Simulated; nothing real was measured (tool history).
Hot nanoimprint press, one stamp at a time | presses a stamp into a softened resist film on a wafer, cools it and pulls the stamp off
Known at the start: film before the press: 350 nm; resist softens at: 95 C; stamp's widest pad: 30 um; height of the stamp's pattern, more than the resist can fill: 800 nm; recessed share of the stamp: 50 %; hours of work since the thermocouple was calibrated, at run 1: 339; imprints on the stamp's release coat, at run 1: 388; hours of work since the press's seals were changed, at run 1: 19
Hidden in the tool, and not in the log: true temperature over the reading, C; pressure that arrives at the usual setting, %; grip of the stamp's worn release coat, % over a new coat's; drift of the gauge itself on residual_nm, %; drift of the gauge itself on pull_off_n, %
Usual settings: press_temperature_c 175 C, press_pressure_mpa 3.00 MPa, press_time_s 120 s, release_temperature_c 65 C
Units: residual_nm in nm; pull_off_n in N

run    hour  press_temperature_c  press_pressure_mpa  press_time_s  release_temperature_c  hours of work since the thermocouple was calibrated  imprints on the stamp's release coat  hours of work since the press's seals were changed  residual_nm  pull_off_n
  1     0.0                  175                3.00           120                     65                                                  339                                   388                                                  19        201.7         141
       66.0  -- plate thermocouple calibrated
  2    84.8                  175                3.00           120                     65                                                   12                                   801                                                  73        199.2         156
  3   172.2                  175                3.00           120                     65                                                   70                                  1244                                                 131        199.8         155
      226.0  -- stamp cleaned and given a new release coat
  4   248.2                  175                3.00           120                     65                                                  117                                   112                                                 177        200.7         141
  5   297.5                  175                3.00           110                     65                                                  149                                   362                                                 210        206.9         141
  6   371.9                  175                3.00           110                     65                                                  198                                   738                                                 259        205.9         147
  7   456.5                  175                3.00           120                     65                                                  254                                  1166                                                 315        202.6         161
      525.9  -- stamp cleaned and given a new release coat
  8   537.6                  175                3.00           147                     65                                                  304                                    59                                                 365        189.9         143
  9   619.5                  175                3.00           147                     65                                                  358                                   474                                                 419        190.0         144
      655.3  -- plate thermocouple calibrated
 10   697.7                  175                3.00           147                     65                                                   28                                   854                                                 469        189.0         148
 11   748.3                  175                3.00           120                     65                                                   62                                  1110                                                 502        201.8         157
 12   803.9                  175                3.00           120                     65                                                   98                                  1392                                                 539        201.9         164
      830.4  -- stamp cleaned and given a new release coat
 13   874.1                  175                3.00           177                     65                                                  141                                   221                                                 582        178.8         142
 14   943.3                  175                3.00           177                     65                                                  187                                   571                                                 627        178.5         148
 15  1010.1                  182                3.00           120                     65                                                  231                                   910                                                 672        172.2         150
     1076.0  -- press's hydraulic seals changed and the load cell set to zero
 16  1094.8                  177                3.91           120                     65                                                  282                                  1298                                                  12        172.1         162
     1140.5  -- stamp cleaned and given a new release coat
 17  1190.6                  177                3.96            84                     65                                                  341                                   253                                                  72        193.7         149
     1251.9  -- plate thermocouple calibrated
 18  1256.1                  177                3.96            84                     65                                                    3                                   570                                                 113        191.5         144
 19  1306.4                  185                4.17           120                     54                                                   36                                   824                                                 147        133.5         196
 20  1345.1                  185                4.17           120                     54                                                   62                                  1020                                                 172        134.9         205
 21  1421.7                  178                3.42           138                     64                                                  112                                  1407                                                 223        169.8         163
     1447.5  -- stamp cleaned and given a new release coat
 22  1486.8                  178                3.42           138                     64                                                  151                                   199                                                 262        169.0         146
 23  1525.5                  172                3.54           186                     62                                                  177                                   394                                                 288        176.7         153
 24  1592.8                  172                3.54           124                     62                                                  222                                   735                                                 332        203.1         159
 25  1662.0                  175                3.61           120                     66                                                  267                                  1085                                                 378        188.6         156
 26  1731.4                  165                3.00           120                     64                                                  313                                  1437                                                 424        253.8         175
     1746.7  -- stamp cleaned and given a new release coat
 27  1779.9                  175                3.00           184                     65                                                  341                                   169                                                 452        176.8         144
     1844.0  -- plate thermocouple calibrated
 28  1855.7                  175                3.00           184                     65                                                    8                                   537                                                 500        174.7         141
 29  1944.8                  175                3.00           120                     57                                                   67                                   988                                                 559        201.7         189
 30  2034.0                  166                3.97           199                     62                                                  126                                  1439                                                 618        195.1         177

3 ways to go on from here, each from the tool as it stands after run 30. What would each give?
     2049.4  -- stamp cleaned and given a new release coat
  A  2118.0                  173                3.00            89                     65                                                  177                                   347                                                 670            ?           ?
     2049.4  -- stamp cleaned and given a new release coat
  B  2118.0                  186                1.87           120                     65                                                  177                                   347                                                 670            ?           ?
     2049.4  -- stamp cleaned and given a new release coat
  C  2118.0                  169                3.11            98                     65                                                  177                                   347                                                 670            ?           ?

run  residual_nm  pull_off_n
  A        231.7         137
  B        189.0         144
  C        245.2         144
Without the tool's hidden state the same runs would have given:
run  residual_nm  pull_off_n
  A        227.2         130
  B        186.0         137
  C        240.6         137

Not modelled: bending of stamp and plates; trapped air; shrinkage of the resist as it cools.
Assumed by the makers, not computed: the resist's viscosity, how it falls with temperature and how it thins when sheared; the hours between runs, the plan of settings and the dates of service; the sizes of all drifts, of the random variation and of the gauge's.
